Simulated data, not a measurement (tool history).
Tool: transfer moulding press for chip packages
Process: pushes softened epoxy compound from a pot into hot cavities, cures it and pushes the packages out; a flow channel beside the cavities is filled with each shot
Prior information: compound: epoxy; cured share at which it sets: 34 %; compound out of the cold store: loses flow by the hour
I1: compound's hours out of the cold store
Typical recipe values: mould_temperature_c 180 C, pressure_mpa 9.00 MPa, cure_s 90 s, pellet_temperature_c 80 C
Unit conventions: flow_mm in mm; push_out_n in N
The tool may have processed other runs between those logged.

Run 1, day 0.000: usual settings; I1 20.6. Result: flow_mm 610 mm, push_out_n 978 N.
At day 1.062: cavities cleaned with cleaning compound and waxed.
Run 2, day 2.529: usual settings; I1 37.4. Result: flow_mm 560 mm, push_out_n 808 N.
At day 4.496: cavities cleaned with cleaning compound and waxed.
Run 3, day 4.854: usual settings but pressure_mpa 10.84 MPa; I1 16.9. Result: flow_mm 672 mm, push_out_n 664 N.
At day 6.800: plunger's sealing rings changed.
Run 4, day 7.604: usual settings but pressure_mpa 10.84 MPa; I1 33.0. Result: flow_mm 654 mm, push_out_n 957 N.
At day 8.083: cavities cleaned with cleaning compound and waxed.
Run 5, day 9.717: usual settings but cure_s 120 s; I1 14.5. Result: flow_mm 648 mm, push_out_n 580 N.
Run 6, day 11.038: usual settings but cure_s 120 s; I1 15.4. Result: flow_mm 643 mm, push_out_n 645 N.
At day 11.621: cavities cleaned with cleaning compound and waxed.
Run 7, day 13.529: usual settings but cure_s 120 s; I1 38.6. Result: flow_mm 575 mm, push_out_n 548 N.
Run 8, day 14.779: usual settings but cure_s 88 s; I1 26.5. Result: flow_mm 606 mm, push_out_n 1019 N.
At day 15.029: cavities cleaned with cleaning compound and waxed.
Run 9, day 16.942: usual settings but cure_s 88 s; I1 40.9. Result: flow_mm 565 mm, push_out_n 896 N.
Run 10, day 18.042: usual settings but pellet_temperature_c 71 C; I1 33.1. Result: flow_mm 583 mm, push_out_n 945 N.
At day 18.438: cavities cleaned with cleaning compound and waxed.
Run 11, day 20.575: usual settings but pellet_temperature_c 71 C; I1 12.4. Result: flow_mm 636 mm, push_out_n 1004 N.
At day 22.017: cavities cleaned with cleaning compound and waxed.
Run 12, day 22.088: usual settings but pellet_temperature_c 71 C; I1 37.4. Result: flow_mm 566 mm, push_out_n 585 N.
At day 23.417: mould's thermocouples calibrated.
Run 13, day 24.421: usual settings but pressure_mpa 8.98 MPa, pellet_temperature_c 71 C; I1 45.9. Result: flow_mm 542 mm, push_out_n 880 N.
At day 25.658: cavities cleaned with cleaning compound and waxed.
Run 14, day 26.200: usual settings but pressure_mpa 8.98 MPa, pellet_temperature_c 71 C; I1 11.1. Result: flow_mm 634 mm, push_out_n 744 N.
Run 15, day 28.208: usual settings but pressure_mpa 7.36 MPa, cure_s 98 s, pellet_temperature_c 71 C; I1 9.8. Result: flow_mm 577 mm, push_out_n 834 N.

Run 16, settings as shown, results not yet in. Your forecast:
At day 29.162: cavities cleaned with cleaning compound and waxed.
Run 16, day 29.912: usual settings but pressure_mpa 7.36 MPa, cure_s 98 s, pellet_temperature_c 71 C; I1 20.8. Result: flow_mm ?, push_out_n ?.

flow_mm: 543 mm
push_out_n: 614 N
Were there no unlogged condition in the tool, this run, its random variation unchanged, would have produced flow_mm 569 mm, push_out_n 469 N.
